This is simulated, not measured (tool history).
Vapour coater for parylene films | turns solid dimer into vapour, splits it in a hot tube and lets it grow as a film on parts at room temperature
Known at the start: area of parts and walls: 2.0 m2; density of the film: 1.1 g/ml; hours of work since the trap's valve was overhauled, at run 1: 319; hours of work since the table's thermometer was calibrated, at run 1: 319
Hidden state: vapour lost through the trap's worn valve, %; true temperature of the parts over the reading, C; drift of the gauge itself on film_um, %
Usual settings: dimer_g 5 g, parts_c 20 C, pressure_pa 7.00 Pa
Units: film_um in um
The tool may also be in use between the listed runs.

run,hour,dimer_g,parts_c,pressure_pa,hours of work since the trap's valve was overhauled,hours of work since the table's thermometer was calibrated,film_um
1,0.0,5,20,7.00,319,319,0.89
# hour 11.2: trap's valve overhauled
2,53.1,2,20,7.00,29,353,0.31
3,95.4,2,20,7.00,58,382,0.31
4,136.8,2,20,7.00,86,410,0.31
5,184.0,7,20,7.00,119,443,1.09
6,222.3,5,20,7.00,145,469,0.77
# hour 230.3: trap's valve overhauled, once more
7,275.6,5,20,7.00,31,503,1.03
8,315.6,5,20,7.00,59,530,0.99
9,344.6,5,20,7.00,79,550,0.98
10,368.0,2,20,7.00,95,566,0.38
11,412.5,2,20,7.00,125,597,0.41
12,451.5,4,20,7.00,152,624,0.77
13,472.3,5,20,7.00,166,638,0.96
14,510.3,5,20,7.00,193,664,0.95
15,532.8,5,20,7.00,208,680,0.93
16,580.3,5,13,7.00,241,712,1.19
17,624.4,5,20,7.00,271,743,0.90
18,662.4,5,20,3.67,297,769,0.93
19,695.1,5,20,3.67,320,791,0.94
# hour 705.5: trap's valve overhauled
20,733.6,5,20,7.00,19,815,1.03
21,767.0,5,20,7.00,42,838,1.00
22,815.9,5,20,7.00,76,872,0.99
23,848.5,3,20,7.00,98,894,0.58
24,882.0,5,21,2.54,121,917,1.01
25,929.5,3,28,7.00,154,950,0.44
26,963.8,3,28,7.00,178,973,0.41
27,1002.5,9,24,10.00,204,1000,1.34
28,1044.8,9,24,10.00,233,1029,1.36
29,1071.2,4,28,8.75,251,1047,0.52
30,1094.6,4,28,8.75,267,1063,0.52
31,1139.6,4,20,7.96,298,1094,0.70
32,1162.8,5,20,2.13,314,1110,0.98
# hour 1183.6: trap's valve overhauled
33,1189.3,5,29,5.40,4,1126,0.70
34,1239.5,5,29,5.40,38,1160,0.69
35,1269.9,5,29,5.40,59,1181,0.69
36,1318.1,3,20,7.00,92,1214,0.58
37,1369.3,5,16,3.25,128,1249,1.22
38,1408.0,3,31,3.47,154,1276,0.39
39,1437.5,3,13,3.47,175,1296,0.79
40,1458.5,2,31,2.07,189,1311,0.25
41,1490.5,3,16,4.08,211,1333,0.67
42,1537.5,4,31,7.00,243,1365,0.48
43,1575.0,4,31,7.00,269,1391,0.46
44,1613.9,4,31,7.00,296,1417,0.45
# hour 1658.9: trap's valve overhauled
45,1659.0,5,14,11.69,0,1446,1.21
46,1688.4,5,23,2.49,20,1466,0.96

Forecast each of these 5 alternatives for the next run:
A,1731.1,4,20,5.35,50,1495,?
B,1731.1,5,20,2.49,50,1495,?
C,1731.1,5,13,4.31,50,1495,?
D,1731.1,7,20,4.52,50,1495,?
E,1731.1,4,25,7.71,50,1495,?

run,film_um
A,0.81
B,1.07
C,1.38
D,1.44
E,0.64
Without the tool's hidden state the same runs would have given:
run,film_um
A,0.86
B,1.15
C,1.47
D,1.53
E,0.68
